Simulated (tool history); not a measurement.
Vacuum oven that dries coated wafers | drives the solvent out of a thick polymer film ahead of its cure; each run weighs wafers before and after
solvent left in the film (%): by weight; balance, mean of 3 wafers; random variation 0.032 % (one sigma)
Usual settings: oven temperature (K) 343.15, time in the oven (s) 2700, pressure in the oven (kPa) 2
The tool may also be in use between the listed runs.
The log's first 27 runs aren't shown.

run	hour	oven temperature (K)	time in the oven (s)	pressure in the oven (kPa)	solvent left in the film (%)
28	836.9	343.15	3300	2.69	1.89
29	870	350.15	4320	1.31	0.59
30	890.8	350.15	4440	3.26	1.51
31	929.7	350.15	4440	3.26	1.56
32	966.7	342.15	2880	2.91	2.43
33	1000.9	354.15	2700	2.6	1.06
34	1020.9	339.15	2100	2.6	3.74
35	1043	345.15	2100	1.51	1.72
# hour 1062.8: oven's thermocouples calibrated
36	1062.9	345.15	2100	3.57	2.87
37	1087	334.15	1440	2.62	7.41
38	1130.3	331.15	1440	2.55	8.52
39	1159.6	343.15	1620	2	3.38
40	1177.4	356.15	2280	1.45	0.56
41	1217.3	356.15	2280	1.45	0.65
42	1237.3	356.15	2280	1.45	0.57
43	1266.8	343.15	2880	1.25	1.2
44	1294.9	343.15	2880	1.25	1.21
45	1334.8	343.15	2880	1.25	1.18
46	1360.2	343.15	2340	1.25	1.65

Forecast each of these 3 alternatives for the next run:
A	1387.2	340.15	2340	1.45	?
B	1387.2	347.15	1620	1.32	?
C	1387.2	343.15	2340	1.25	?

run	solvent left in the film (%)
A	2.34
B	2.06
C	1.62
Without the tool's hidden state the same runs would have given:
run	solvent left in the film (%)
A	2.34
B	2.06
C	1.62

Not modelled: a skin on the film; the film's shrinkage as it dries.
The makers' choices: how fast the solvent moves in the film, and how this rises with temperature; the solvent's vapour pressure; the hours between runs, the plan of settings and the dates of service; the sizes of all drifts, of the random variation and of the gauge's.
